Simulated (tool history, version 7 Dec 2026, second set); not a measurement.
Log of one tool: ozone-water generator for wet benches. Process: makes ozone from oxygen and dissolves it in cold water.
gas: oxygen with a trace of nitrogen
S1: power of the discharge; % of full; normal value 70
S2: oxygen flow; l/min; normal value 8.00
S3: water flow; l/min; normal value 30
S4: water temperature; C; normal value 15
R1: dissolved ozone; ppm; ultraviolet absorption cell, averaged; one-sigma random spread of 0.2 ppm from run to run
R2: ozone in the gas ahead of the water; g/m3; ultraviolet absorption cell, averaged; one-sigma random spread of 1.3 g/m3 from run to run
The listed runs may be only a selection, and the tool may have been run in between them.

run,hour,S1,S2,S3,S4,R1,R2
1,0.0,70,8.00,30,15,28.0,241.3
2,20.7,70,8.00,30,15,28.3,239.9
3,38.0,70,8.00,30,15,28.5,240.9
4,54.7,70,8.00,30,15,28.2,244.2
5,71.6,70,8.00,30,15,28.0,242.6
6,103.4,70,8.00,30,15,27.7,241.9
7,131.1,70,8.00,30,15,27.8,241.7
8,155.7,70,8.00,35,15,24.9,242.0
9,186.1,70,8.00,21,15,36.4,243.7
10,206.0,47,8.00,30,15,20.5,176.4
11,229.3,70,8.00,30,15,27.9,245.4
12,246.3,70,8.00,30,11,29.8,241.4
13,264.3,70,8.00,30,11,29.6,244.4
14,301.4,70,8.00,30,11,29.5,244.3
15,317.5,70,11.21,30,15,29.9,215.6
16,343.8,70,11.21,30,15,29.6,217.4
17,370.9,70,8.00,30,16,27.6,248.3
18,401.8,70,8.00,30,16,27.9,247.5
19,430.6,70,8.00,30,16,27.6,247.6
20,454.6,70,8.00,30,16,27.7,248.2
# hour 477.8: gauge calibrated
21,479.4,70,8.00,30,16,27.8,240.5
22,514.3,70,8.00,30,16,27.7,242.4
23,532.1,70,8.00,19,19,35.8,240.5
24,550.3,70,8.00,19,19,35.8,238.3
25,567.3,70,6.76,21,11,37.6,257.3
26,582.6,44,8.00,30,15,19.1,167.1
27,612.2,44,8.00,30,15,19.3,168.4
28,644.8,70,7.17,30,8,30.3,252.7
29,662.6,70,7.17,30,8,29.8,252.3

Per-run results on a tool with no hidden state, each run keeping its own random variation:
Unlogged tool condition in this case: yield of the discharge, % of new electrodes'; contactor's efficiency, % of a clean one's; true water temperature over the reading, C; drift of the gauge itself on ozone_ppm, %; drift of the gauge itself on gas_g_m3, %.
run,R2
1,241.3
2,239.7
3,240.4
4,243.4
5,241.6
6,240.4
7,239.9
8,239.8
9,241.0
10,174.2
11,242.0
12,237.9
13,240.6
14,239.9
15,211.5
16,212.9
17,242.8
18,241.6
19,241.3
20,241.6
21,240.5
22,241.9
23,239.8
24,237.4
25,256.0
26,166.1
27,167.0
28,250.2
29,249.6
R1: at most 0.1 ppm away from the measurement, every run.

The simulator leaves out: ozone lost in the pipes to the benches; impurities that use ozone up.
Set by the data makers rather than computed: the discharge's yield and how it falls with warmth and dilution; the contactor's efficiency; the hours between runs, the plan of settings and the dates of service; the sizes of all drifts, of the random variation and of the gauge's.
